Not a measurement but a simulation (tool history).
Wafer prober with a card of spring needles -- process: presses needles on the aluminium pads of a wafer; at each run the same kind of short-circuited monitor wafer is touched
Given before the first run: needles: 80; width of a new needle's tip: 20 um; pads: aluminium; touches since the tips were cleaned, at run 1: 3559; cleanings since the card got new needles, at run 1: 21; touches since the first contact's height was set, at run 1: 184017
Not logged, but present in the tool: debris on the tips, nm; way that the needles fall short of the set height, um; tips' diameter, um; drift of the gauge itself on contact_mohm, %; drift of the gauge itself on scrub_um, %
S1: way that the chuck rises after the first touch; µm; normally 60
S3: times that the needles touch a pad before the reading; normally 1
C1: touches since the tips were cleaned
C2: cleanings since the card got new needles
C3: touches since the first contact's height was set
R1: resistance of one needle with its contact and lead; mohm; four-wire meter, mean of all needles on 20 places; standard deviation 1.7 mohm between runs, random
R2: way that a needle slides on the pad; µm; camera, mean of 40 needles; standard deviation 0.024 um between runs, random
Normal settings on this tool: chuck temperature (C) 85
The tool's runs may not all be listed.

Run 1, day 0.000: usual settings; C1 3559; C2 21; C3 184017. Result: R1 247 mohm, R2 9.37 µm.
At day 0.467: tips cleaned on abrasive film.
Run 2, day 0.512: usual settings but S1 58 µm; C1 416; C2 22; C3 188469. Result: R1 199 mohm, R2 9.04 µm.
Run 3, day 1.104: usual settings but S1 58 µm; C1 5585; C2 22; C3 193638. Result: R1 267 mohm, R2 9.06 µm.
At day 1.342: tips cleaned on abrasive film.
Run 4, day 1.571: usual settings; C1 1997; C2 23; C3 197646. Result: R1 219 mohm, R2 9.39 µm.
At day 2.025: height of the first contact set anew.
Run 5, day 2.046: usual settings; C1 6044; C2 23; C3 163. Result: R1 254 mohm, R2 9.70 µm.
At day 2.242: tips cleaned on abrasive film.
Run 6, day 2.562: usual settings; C1 2793; C2 24; C3 4642. Result: R1 223 mohm, R2 9.69 µm.
At day 3.121: tips cleaned on abrasive film.
Run 7, day 3.238: usual settings; C1 1028; C2 25; C3 10506. Result: R1 201 mohm, R2 9.65 µm.
Run 8, day 3.904: usual settings; C1 6851; C2 25; C3 16329. Result: R1 258 mohm, R2 9.67 µm.
At day 4.012: tips cleaned on abrasive film.
Run 9, day 4.446: usual settings but S1 44 µm; C1 3801; C2 26; C3 21010. Result: R1 300 mohm, R2 7.09 µm.
At day 4.900: tips cleaned on abrasive film.
Run 10, day 4.912: usual settings but S1 44 µm; C1 125; C2 27; C3 25050. Result: R1 204 mohm, R2 7.07 µm.
Run 11, day 5.529: usual settings but chuck temperature (C) 31, S3 2; C1 5505; C2 27; C3 30430. Result: R1 218 mohm, R2 9.65 µm.
At day 5.800: tips cleaned on abrasive film.
Run 12, day 5.975: usual settings but chuck temperature (C) 31, S3 2; C1 1541; C2 28; C3 34280. Result: R1 189 mohm, R2 9.60 µm.
Run 13, day 6.538: usual settings but S1 43 µm, chuck temperature (C) 97; C1 6468; C2 28; C3 39207. Result: R1 343 mohm, R2 6.90 µm.

Run 14 has not been measured yet. What should we expect?
At day 6.667: tips cleaned on abrasive film.
Run 14, day 6.988: usual settings but S1 72 µm; C1 2796; C2 29; C3 43095. Result: R1 ?, R2 ?.

R1: 215 mohm
R2: 11.52 µm
If the tool had no hidden condition, the same run with the same run-to-run variation would have returned R1 172 mohm, R2 11.63 µm.

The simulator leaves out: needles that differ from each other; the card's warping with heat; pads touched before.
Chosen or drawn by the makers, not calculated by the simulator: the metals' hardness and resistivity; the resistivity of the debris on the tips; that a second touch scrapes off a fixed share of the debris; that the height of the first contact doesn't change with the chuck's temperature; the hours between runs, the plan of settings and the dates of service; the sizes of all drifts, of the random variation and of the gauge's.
